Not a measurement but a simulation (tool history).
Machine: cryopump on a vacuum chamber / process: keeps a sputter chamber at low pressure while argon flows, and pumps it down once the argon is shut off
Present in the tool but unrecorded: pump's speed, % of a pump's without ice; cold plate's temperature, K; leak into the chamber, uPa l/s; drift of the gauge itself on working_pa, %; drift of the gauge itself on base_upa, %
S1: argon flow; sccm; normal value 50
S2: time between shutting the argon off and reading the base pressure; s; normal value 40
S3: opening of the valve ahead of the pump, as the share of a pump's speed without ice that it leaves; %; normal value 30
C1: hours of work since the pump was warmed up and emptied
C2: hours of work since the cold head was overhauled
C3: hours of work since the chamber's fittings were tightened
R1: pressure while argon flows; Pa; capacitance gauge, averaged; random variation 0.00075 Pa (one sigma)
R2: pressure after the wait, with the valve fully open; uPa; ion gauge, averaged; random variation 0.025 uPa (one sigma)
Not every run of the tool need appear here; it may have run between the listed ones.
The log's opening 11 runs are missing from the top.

{"run": 12, "hour": 261.4, "S1": 62, "S2": 40, "S3": 55, "C1": 370, "C2": 370, "C3": 197, "R1": 0.1011, "R2": 1.1}
{"run": 13, "hour": 280.0, "S1": 62, "S2": 40, "S3": 55, "C1": 384, "C2": 384, "C3": 212, "R1": 0.102, "R2": 1.16}
{"run": 14, "hour": 304.2, "S1": 38, "S2": 40, "S3": 55, "C1": 404, "C2": 404, "C3": 231, "R1": 0.0629, "R2": 1.12}
{"run": 15, "hour": 322.1, "S1": 38, "S2": 40, "S3": 55, "C1": 418, "C2": 418, "C3": 245, "R1": 0.0624, "R2": 1.16}
{"run": 16, "hour": 343.3, "S1": 38, "S2": 40, "S3": 55, "C1": 434, "C2": 434, "C3": 262, "R1": 0.0636, "R2": 1.14}
{"run": 17, "hour": 366.4, "S1": 54, "S2": 40, "S3": 30, "C1": 453, "C2": 453, "C3": 280, "R1": 0.1586, "R2": 1.17}
{"run": 18, "hour": 389.4, "S1": 97, "S2": 146, "S3": 40, "C1": 471, "C2": 471, "C3": 299, "R1": 0.217, "R2": 0.5}
{"run": 19, "hour": 404.7, "S1": 52, "S2": 258, "S3": 17, "C1": 483, "C2": 483, "C3": 311, "R1": 0.2641, "R2": 0.48}
{"run": 20, "hour": 437.0, "S1": 66, "S2": 40, "S3": 55, "C1": 509, "C2": 509, "C3": 336, "R1": 0.1122, "R2": 1.23}
{"hour": 450.9, "done": "pump warmed up, emptied and cooled again"}
{"run": 21, "hour": 461.3, "S1": 66, "S2": 40, "S3": 55, "C1": 8, "C2": 524, "C3": 352, "R1": 0.1018, "R2": 1.14}
{"run": 22, "hour": 478.5, "S1": 29, "S2": 60, "S3": 24, "C1": 22, "C2": 538, "C3": 365, "R1": 0.102, "R2": 0.9}
{"run": 23, "hour": 501.3, "S1": 29, "S2": 60, "S3": 24, "C1": 40, "C2": 556, "C3": 383, "R1": 0.1019, "R2": 0.9}
{"run": 24, "hour": 522.9, "S1": 35, "S2": 40, "S3": 47, "C1": 57, "C2": 573, "C3": 400, "R1": 0.0629, "R2": 1.16}
{"run": 25, "hour": 545.2, "S1": 29, "S2": 40, "S3": 28, "C1": 75, "C2": 590, "C3": 418, "R1": 0.0868, "R2": 1.21}
{"run": 26, "hour": 564.1, "S1": 50, "S2": 40, "S3": 59, "C1": 90, "C2": 605, "C3": 433, "R1": 0.0723, "R2": 1.17}
{"run": 27, "hour": 580.0, "S1": 50, "S2": 24, "S3": 30, "C1": 102, "C2": 618, "C3": 445, "R1": 0.1416, "R2": 1.75}
{"run": 28, "hour": 598.9, "S1": 72, "S2": 50, "S3": 37, "C1": 117, "C2": 633, "C3": 460, "R1": 0.166, "R2": 1.04}
{"run": 29, "hour": 612.0, "S1": 50, "S2": 21, "S3": 25, "C1": 127, "C2": 643, "C3": 471, "R1": 0.1693, "R2": 1.96}
{"run": 30, "hour": 639.4, "S1": 50, "S2": 260, "S3": 30, "C1": 149, "C2": 665, "C3": 492, "R1": 0.1419, "R2": 0.53}
{"run": 31, "hour": 653.8, "S1": 61, "S2": 38, "S3": 49, "C1": 160, "C2": 676, "C3": 504, "R1": 0.1082, "R2": 1.24}
{"run": 32, "hour": 672.7, "S1": 61, "S2": 38, "S3": 49, "C1": 175, "C2": 691, "C3": 519, "R1": 0.1068, "R2": 1.3}
{"run": 33, "hour": 703.8, "S1": 61, "S2": 38, "S3": 55, "C1": 200, "C2": 716, "C3": 543, "R1": 0.0967, "R2": 1.27}
{"run": 34, "hour": 727.2, "S1": 61, "S2": 38, "S3": 55, "C1": 219, "C2": 734, "C3": 562, "R1": 0.096, "R2": 1.29}

Each row is a separate what-if for the run after 34, all from the same tool condition, not one after another. Results?
{"run": "A", "hour": 743.6, "S1": 71, "S2": 61, "S3": 23, "C1": 232, "C2": 747, "C3": 575, "R1": "?", "R2": "?"}
{"run": "B", "hour": 743.6, "S1": 56, "S2": 40, "S3": 30, "C1": 232, "C2": 747, "C3": 575, "R1": "?", "R2": "?"}
{"run": "C", "hour": 743.6, "S1": 50, "S2": 40, "S3": 25, "C1": 232, "C2": 747, "C3": 575, "R1": "?", "R2": "?"}

run=A R1=0.2605 R2=0.97
run=B R1=0.1605 R2=1.21
run=C R1=0.1709 R2=1.25
What these runs would have given with no unlogged condition in the tool:
run=A R1=0.2552 R2=0.72
run=B R1=0.1563 R2=0.96
run=C R1=0.1672 R2=1

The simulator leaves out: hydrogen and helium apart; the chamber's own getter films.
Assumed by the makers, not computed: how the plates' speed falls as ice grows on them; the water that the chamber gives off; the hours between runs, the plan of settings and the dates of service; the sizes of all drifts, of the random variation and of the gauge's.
